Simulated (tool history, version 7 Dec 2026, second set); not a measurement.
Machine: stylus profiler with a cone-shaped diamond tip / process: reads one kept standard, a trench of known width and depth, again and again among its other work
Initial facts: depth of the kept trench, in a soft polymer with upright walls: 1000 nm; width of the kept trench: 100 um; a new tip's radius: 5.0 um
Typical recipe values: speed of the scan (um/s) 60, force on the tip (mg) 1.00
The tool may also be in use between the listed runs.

run   hour  speed of the scan (um/s)  force on the tip (mg)  depth of the trench (Å)  width of the trench's floor (um)
  1    0.0                        60                   1.00                  10104.1                             92.75
  2   19.2                        60                   1.00                  10103.2                             92.66
  3   33.5                        60                   1.00                  10104.7                             92.66
  4   56.0                        60                   1.00                  10103.6                             92.66
  5   75.9                        60                   1.00                  10104.2                             92.69
  6   92.1                        60                   1.00                  10099.9                             92.67
  7  110.3                        87                   1.00                  10106.0                             92.53
  8  121.0                        87                   1.00                  10106.1                             92.45
  9  142.9                        87                   1.00                  10103.7                             92.43
 10  159.8                        87                   1.00                  10104.7                             92.45
 11  169.4                        60                   1.00                  10108.5                             92.55
 12  186.6                        27                   1.00                  10104.6                             92.57
 13  200.1                        27                   1.00                  10106.3                             92.54
 14  223.5                        24                   0.44                  10065.8                             92.52
 15  245.8                        37                   2.27                  10175.3                             92.43
 16  261.7                        31                   2.19                  10167.8                             92.47
 17  282.1                        31                   2.19                  10169.1                             92.46
 18  292.3                        90                   0.55                  10074.5                             92.18
 19  308.5                        54                   0.57                  10080.2                             92.30
 20  329.9                        30                   1.08                  10112.0                             92.40
 21  352.3                        30                   1.08                  10112.4                             92.35
 22  367.2                        30                   1.08                  10113.9                             92.31
 23  387.9                       211                   1.00                  10108.0                             91.80
 24  409.5                        59                   0.39                  10065.5                             92.08
 25  421.6                       204                   2.68                  10199.4                             91.95
 26  440.7                       204                   2.68                  10193.9                             92.01

Alternative continuations, all from the tool just after run 26; predict every row:
  A  458.2                       200                   0.46                        ?                                 ?
  B  458.2                        41                   1.00                        ?                                 ?
  C  458.2                        55                   1.91                        ?                                 ?
  D  458.2                       180                   0.95                        ?                                 ?

run  depth of the trench (Å)  width of the trench's floor (um)
  A                  10072.1                             91.51
  B                  10110.3                             92.16
  C                  10159.7                             92.10
  D                  10108.5                             91.77
With no hidden state in the tool, these same runs would have given:
run  depth of the trench (Å)  width of the trench's floor (um)
  A                  10052.8                             93.25
  B                  10091.0                             93.90
  C                  10140.3                             93.84
  D                  10089.2                             93.51

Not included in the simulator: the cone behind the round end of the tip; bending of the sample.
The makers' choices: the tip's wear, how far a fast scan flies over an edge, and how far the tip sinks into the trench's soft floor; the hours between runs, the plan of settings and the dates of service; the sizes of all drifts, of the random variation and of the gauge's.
